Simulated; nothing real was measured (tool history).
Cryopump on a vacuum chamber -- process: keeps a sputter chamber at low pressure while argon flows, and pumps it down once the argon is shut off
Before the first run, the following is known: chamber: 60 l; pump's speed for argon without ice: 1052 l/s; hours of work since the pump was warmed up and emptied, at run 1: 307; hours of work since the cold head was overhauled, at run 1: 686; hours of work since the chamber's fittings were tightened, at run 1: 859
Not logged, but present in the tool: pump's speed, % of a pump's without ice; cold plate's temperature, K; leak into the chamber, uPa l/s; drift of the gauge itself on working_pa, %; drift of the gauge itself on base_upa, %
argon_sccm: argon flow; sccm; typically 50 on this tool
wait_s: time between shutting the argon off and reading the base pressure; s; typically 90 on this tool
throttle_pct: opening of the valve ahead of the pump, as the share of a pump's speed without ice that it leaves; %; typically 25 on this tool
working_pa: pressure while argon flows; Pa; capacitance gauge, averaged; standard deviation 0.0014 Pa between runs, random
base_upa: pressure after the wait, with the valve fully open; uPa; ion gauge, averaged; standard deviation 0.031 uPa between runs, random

run	hour	argon_sccm	wait_s	throttle_pct	hours of work since the pump was warmed up and emptied	hours of work since the cold head was overhauled	hours of work since the chamber's fittings were tightened	working_pa	base_upa
1	0	50	90	25	307	686	859	0.3377	2.86
2	18.8	55	90	25	323	703	875	0.3741	3.07
3	34.5	50	90	25	337	716	889	0.3398	3.12
4	48.5	50	90	25	349	729	901	0.3409	3.13
# hour 66: pump warmed up, emptied and cooled again
5	68.4	50	90	25	2	742	914	0.3236	2.79
6	83.9	50	26	25	16	755	927	0.3241	6.25
7	107.4	63	26	25	36	776	948	0.4114	5.97
8	128.2	63	26	25	54	794	966	0.4102	6.27
9	144.9	63	129	25	69	808	980	0.4092	2.58
10	167.4	50	90	25	88	828	1000	0.3274	2.86
11	179.8	50	253	25	99	839	1011	0.3265	2.06
12	192	50	253	25	110	849	1021	0.3256	2.14
13	213.6	24	65	25	128	868	1040	0.1569	3.5
14	233.1	47	176	23	145	885	1057	0.3351	2.5
15	245.9	83	39	23	157	896	1068	0.5891	4.75
16	256.4	44	42	30	166	905	1077	0.244	4.71
17	274	34	29	25	181	921	1093	0.2259	5.95
18	294.5	21	122	33	199	938	1111	0.1066	2.82
19	308.4	68	81	36	211	951	1123	0.3194	3.31
20	328	40	25	36	228	968	1140	0.1885	6.84

Each row is a separate what-if for the run after 20, all from the same tool condition, not one after another. Results?
A	346.4	21	25	36	244	984	1156	?	?
B	346.4	37	229	36	244	984	1156	?	?
C	346.4	21	25	36	244	984	1156	?	?

run	working_pa	base_upa
A	0.0991	6.79
B	0.1738	2.43
C	0.1	6.84
With no hidden state in the tool, these same runs would have given:
run	working_pa	base_upa
A	0.0933	5.09
B	0.1637	0.81
C	0.0942	5.12
